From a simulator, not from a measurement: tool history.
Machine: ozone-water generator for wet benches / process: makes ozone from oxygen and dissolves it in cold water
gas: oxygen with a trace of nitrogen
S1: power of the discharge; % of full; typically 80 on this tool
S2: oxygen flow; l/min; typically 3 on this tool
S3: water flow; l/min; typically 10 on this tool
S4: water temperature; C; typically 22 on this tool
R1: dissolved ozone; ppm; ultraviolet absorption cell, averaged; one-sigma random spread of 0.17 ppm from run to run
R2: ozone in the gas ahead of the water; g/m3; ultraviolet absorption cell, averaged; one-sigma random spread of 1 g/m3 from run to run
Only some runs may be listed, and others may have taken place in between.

| run | hour | S1 | S2 | S3 | S4 | R1 | R2 |
|---|---|---|---|---|---|---|---|
| 1 | 0 | 80 | 3 | 10 | 22 | 21.9 | 181 |
| 2 | 138.2 | 73 | 3 | 10 | 22 | 20.6 | 168.2 |
| 3 | 247.7 | 80 | 4.64 | 10 | 22 | 22.1 | 147.5 |
| 4 | 389.9 | 80 | 4.64 | 7 | 22 | 25.7 | 148.9 |
| 5 | 530.6 | 80 | 4.64 | 7 | 22 | 25.9 | 147.1 |
| 6 | 705 | 80 | 4.64 | 7 | 22 | 25.9 | 147.7 |
| 7 | 795.6 | 80 | 4.64 | 7 | 22 | 25.8 | 148.3 |
| 8 | 972 | 80 | 4.64 | 7 | 22 | 25.7 | 146.5 |
|  | 1031.5 | contactor cleaned |
| 9 | 1126 | 80 | 4.64 | 7 | 22 | 25.9 | 146.4 |
| 10 | 1278.7 | 47 | 3.84 | 13 | 22 | 12 | 101.6 |
| 11 | 1417 | 43 | 3 | 7 | 15 | 17.9 | 105.1 |
| 12 | 1570.3 | 43 | 3 | 7 | 15 | 17.7 | 104.2 |
| 13 | 1729.7 | 81 | 2.18 | 10 | 22 | 21.7 | 207.8 |
| 14 | 1823.3 | 97 | 3.34 | 10 | 22 | 26.4 | 197.6 |
| 15 | 2000.8 | 80 | 1.54 | 10 | 18 | 21.4 | 240.1 |
|  | 2018.5 | gauge calibrated |
| 16 | 2159.2 | 43 | 2.67 | 10 | 22 | 12.9 | 111.9 |
| 17 | 2345.2 | 43 | 2.67 | 10 | 22 | 13 | 111.9 |

Subtracting, for every run, the result it would have given without the tool's unlogged condition from the measured result gives the following. The same run-to-run variation enters both numbers; the gauge's scatter may not:
Hidden conditions of the tool in this case: yield of the discharge, % of new electrodes'; contactor's efficiency, % of a clean one's; true water temperature over the reading, C; drift of the gauge itself on ozone_ppm, %; drift of the gauge itself on gas_g_m3, %.
| run | R2 |
|---|---|
| 1 | -0.1 |
| 2 | -0.3 |
| 3 | -0.5 |
| 4 | -0.9 |
| 5 | -1.1 |
| 6 | -1.5 |
| 7 | -1.7 |
| 8 | -2.1 |
| 9 | -2.4 |
| 10 | -1.9 |
| 11 | -2.2 |
| 12 | -2.5 |
| 13 | -5.3 |
| 14 | -5.4 |
| 15 | -7.2 |
| 16 | -0.3 |
| 17 | -0.5 |
R1: within 0.1 ppm of the measured result in every run.

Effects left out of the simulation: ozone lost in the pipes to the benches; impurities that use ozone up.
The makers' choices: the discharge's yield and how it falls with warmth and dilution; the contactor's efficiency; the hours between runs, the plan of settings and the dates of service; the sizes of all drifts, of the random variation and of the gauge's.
